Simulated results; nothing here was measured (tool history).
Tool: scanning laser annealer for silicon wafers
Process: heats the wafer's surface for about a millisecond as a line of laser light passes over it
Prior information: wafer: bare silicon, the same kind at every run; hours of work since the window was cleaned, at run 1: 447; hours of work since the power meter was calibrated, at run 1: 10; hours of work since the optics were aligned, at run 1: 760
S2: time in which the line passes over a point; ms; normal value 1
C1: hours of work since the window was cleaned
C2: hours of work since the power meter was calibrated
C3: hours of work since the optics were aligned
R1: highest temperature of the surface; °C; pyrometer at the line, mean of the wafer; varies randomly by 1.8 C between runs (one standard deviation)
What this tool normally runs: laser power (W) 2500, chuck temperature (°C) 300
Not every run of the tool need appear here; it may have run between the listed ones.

run 1 hour=0 | laser_power_(W)=2500 S2=1 chuck_temperature_(°C)=300 | C1=447 C2=10 C3=760 | R1=1034
run 2 hour=5.3 | laser_power_(W)=2500 S2=1 chuck_temperature_(°C)=300 | C1=449 C2=13 C3=762 | R1=1037
run 3 hour=10 | laser_power_(W)=2500 S2=1 chuck_temperature_(°C)=300 | C1=451 C2=15 C3=764 | R1=1033
run 4 hour=16.4 | laser_power_(W)=2500 S2=1 chuck_temperature_(°C)=300 | C1=454 C2=18 C3=767 | R1=1036
run 5 hour=26.8 | laser_power_(W)=2351 S2=1 chuck_temperature_(°C)=300 | C1=459 C2=23 C3=772 | R1=990
run 6 hour=35.3 | laser_power_(W)=2351 S2=1 chuck_temperature_(°C)=300 | C1=463 C2=27 C3=776 | R1=990
run 7 hour=42.9 | laser_power_(W)=2351 S2=1 chuck_temperature_(°C)=300 | C1=467 C2=31 C3=780 | R1=992
run 8 hour=51.9 | laser_power_(W)=2351 S2=0.84 chuck_temperature_(°C)=300 | C1=471 C2=35 C3=784 | R1=924
run 9 hour=58.6 | laser_power_(W)=2351 S2=1.15 chuck_temperature_(°C)=300 | C1=474 C2=38 C3=787 | R1=1043
run 10 hour=64.9 | laser_power_(W)=2506 S2=1.15 chuck_temperature_(°C)=300 | C1=477 C2=41 C3=790 | R1=1092
run 11 hour=70.9 | laser_power_(W)=2506 S2=1.15 chuck_temperature_(°C)=300 | C1=480 C2=44 C3=793 | R1=1088
run 12 hour=80.9 | laser_power_(W)=2506 S2=1.15 chuck_temperature_(°C)=300 | C1=485 C2=48 C3=797 | R1=1094
run 13 hour=89.1 | laser_power_(W)=2587 S2=1 chuck_temperature_(°C)=300 | C1=489 C2=52 C3=801 | R1=1056
run 14 hour=97.2 | laser_power_(W)=2587 S2=1 chuck_temperature_(°C)=300 | C1=492 C2=56 C3=805 | R1=1053
run 15 hour=106.8 | laser_power_(W)=2587 S2=0.82 chuck_temperature_(°C)=300 | C1=497 C2=61 C3=810 | R1=973
run 16 hour=116.8 | laser_power_(W)=2587 S2=0.78 chuck_temperature_(°C)=300 | C1=502 C2=65 C3=814 | R1=955
run 17 hour=127.1 | laser_power_(W)=2500 S2=1 chuck_temperature_(°C)=300 | C1=506 C2=70 C3=819 | R1=1030
run 18 hour=132.8 | laser_power_(W)=2500 S2=1 chuck_temperature_(°C)=300 | C1=509 C2=73 C3=822 | R1=1028
run 19 hour=139.4 | laser_power_(W)=2500 S2=1 chuck_temperature_(°C)=300 | C1=512 C2=76 C3=825 | R1=1027
run 20 hour=149.6 | laser_power_(W)=2500 S2=1 chuck_temperature_(°C)=300 | C1=517 C2=81 C3=830 | R1=1029
run 21 hour=157.5 | laser_power_(W)=2500 S2=1 chuck_temperature_(°C)=300 | C1=521 C2=84 C3=833 | R1=1027
run 22 hour=163.6 | laser_power_(W)=2500 S2=0.75 chuck_temperature_(°C)=266 | C1=524 C2=87 C3=836 | R1=885
run 23 hour=172.4 | laser_power_(W)=2500 S2=0.75 chuck_temperature_(°C)=266 | C1=528 C2=91 C3=840 | R1=887
run 24 hour=180.5 | laser_power_(W)=2500 S2=0.75 chuck_temperature_(°C)=266 | C1=531 C2=95 C3=844 | R1=884
run 25 hour=184.8 | laser_power_(W)=2500 S2=0.75 chuck_temperature_(°C)=266 | C1=533 C2=97 C3=846 | R1=887
run 26 hour=193 | laser_power_(W)=2361 S2=0.86 chuck_temperature_(°C)=300 | C1=537 C2=101 C3=850 | R1=936
run 27 hour=202.9 | laser_power_(W)=2232 S2=1 chuck_temperature_(°C)=306 | C1=542 C2=106 C3=855 | R1=957
-- hour=206.4 laser's power meter calibrated
run 28 hour=212.7 | laser_power_(W)=2487 S2=1.17 chuck_temperature_(°C)=338 | C1=545 C2=3 C3=858 | R1=1126
run 29 hour=219.4 | laser_power_(W)=2487 S2=1.17 chuck_temperature_(°C)=338 | C1=548 C2=6 C3=861 | R1=1127
run 30 hour=225.4 | laser_power_(W)=2487 S2=1.17 chuck_temperature_(°C)=338 | C1=551 C2=9 C3=864 | R1=1124
run 31 hour=234.7 | laser_power_(W)=2487 S2=1.17 chuck_temperature_(°C)=338 | C1=555 C2=13 C3=868 | R1=1128
run 32 hour=241.4 | laser_power_(W)=2468 S2=0.81 chuck_temperature_(°C)=300 | C1=559 C2=16 C3=871 | R1=938
-- hour=249.9 laser's power meter calibrated, once more
run 33 hour=252.7 | laser_power_(W)=2593 S2=0.7 chuck_temperature_(°C)=275 | C1=563 C2=1 C3=875 | R1=892
run 34 hour=257.1 | laser_power_(W)=2500 S2=0.73 chuck_temperature_(°C)=287 | C1=565 C2=3 C3=877 | R1=894
run 35 hour=265.4 | laser_power_(W)=2500 S2=1 chuck_temperature_(°C)=268 | C1=568 C2=7 C3=881 | R1=991
run 36 hour=274.5 | laser_power_(W)=2733 S2=1 chuck_temperature_(°C)=328 | C1=573 C2=12 C3=886 | R1=1119
run 37 hour=281.2 | laser_power_(W)=2339 S2=1.09 chuck_temperature_(°C)=328 | C1=576 C2=15 C3=889 | R1=1043
run 38 hour=289.8 | laser_power_(W)=2251 S2=0.89 chuck_temperature_(°C)=322 | C1=580 C2=19 C3=893 | R1=933
run 39 hour=298.9 | laser_power_(W)=2500 S2=1.11 chuck_temperature_(°C)=300 | C1=584 C2=23 C3=897 | R1=1066
run 40 hour=303.3 | laser_power_(W)=2538 S2=1 chuck_temperature_(°C)=289 | C1=586 C2=25 C3=899 | R1=1025
run 41 hour=309.2 | laser_power_(W)=2521 S2=1.24 chuck_temperature_(°C)=289 | C1=589 C2=28 C3=902 | R1=1112
run 42 hour=314.7 | laser_power_(W)=2521 S2=1.24 chuck_temperature_(°C)=289 | C1=592 C2=30 C3=904 | R1=1115

Below are 3 alternative next runs, each starting from the tool's condition after run 42. Predict each:
run A hour=325 | laser_power_(W)=2361 S2=0.73 chuck_temperature_(°C)=267 | C1=596 C2=35 C3=909 | R1=?
run B hour=325 | laser_power_(W)=2308 S2=0.82 chuck_temperature_(°C)=269 | C1=596 C2=35 C3=909 | R1=?
run C hour=325 | laser_power_(W)=2336 S2=0.89 chuck_temperature_(°C)=310 | C1=596 C2=35 C3=909 | R1=?

run=A R1=839
run=B R1=866
run=C R1=946
With no hidden state in the tool, these same runs would have given:
run=A R1=864
run=B R1=893
run=C R1=974
